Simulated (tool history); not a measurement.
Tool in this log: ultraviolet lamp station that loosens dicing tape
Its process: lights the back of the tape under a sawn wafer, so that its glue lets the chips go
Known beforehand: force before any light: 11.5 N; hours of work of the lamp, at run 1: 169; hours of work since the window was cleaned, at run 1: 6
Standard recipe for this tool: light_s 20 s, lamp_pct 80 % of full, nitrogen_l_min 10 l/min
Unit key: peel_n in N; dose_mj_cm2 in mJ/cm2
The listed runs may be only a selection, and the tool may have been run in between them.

run,hour,light_s,lamp_pct,nitrogen_l_min,hours of work of the lamp,hours of work since the window was cleaned,peel_n,dose_mj_cm2
1,0.0,20,80,10,169,6,0.275,353
2,5.8,20,80,10,171,9,0.271,349
3,15.4,20,80,10,175,13,0.274,348
4,25.5,20,80,4,179,17,0.446,349
5,30.8,20,80,4,181,19,0.467,348
6,41.5,20,80,4,185,23,0.466,348
7,46.1,20,80,4,187,25,0.477,349
8,56.8,20,80,4,192,29,0.472,349
9,66.3,20,80,4,195,33,0.466,346
10,74.3,20,80,4,199,36,0.467,346
11,84.9,20,86,10,203,40,0.237,374
12,90.0,20,86,10,205,42,0.247,366
13,94.9,20,86,10,207,44,0.245,369
14,105.4,20,86,10,211,49,0.251,366
15,111.5,20,86,10,213,51,0.240,367
16,117.0,20,86,5,216,53,0.363,370
17,127.8,30,93,5,220,58,0.149,594
18,137.3,20,77,11,224,61,0.310,324
19,143.9,20,77,11,227,64,0.316,324
20,152.6,20,77,7,230,68,0.397,330
21,161.7,25,90,4,234,71,0.219,471
22,169.5,12,80,10,237,74,1.074,202
23,175.1,15,78,3,239,77,1.259,252
24,185.3,14,87,10,243,81,0.626,253
25,192.2,14,87,10,246,84,0.622,254
26,198.8,14,87,10,249,86,0.629,251
27,209.5,24,94,4,253,90,0.222,465

Forecast run 28:
28,217.9,24,94,4,256,94,?,?

{"run 28": {"peel_n": 0.225, "dose_mj_cm2": 461}}
Without the tool's hidden state the same run would have given peel_n 0.168 N, dose_mj_cm2 539 mJ/cm2.

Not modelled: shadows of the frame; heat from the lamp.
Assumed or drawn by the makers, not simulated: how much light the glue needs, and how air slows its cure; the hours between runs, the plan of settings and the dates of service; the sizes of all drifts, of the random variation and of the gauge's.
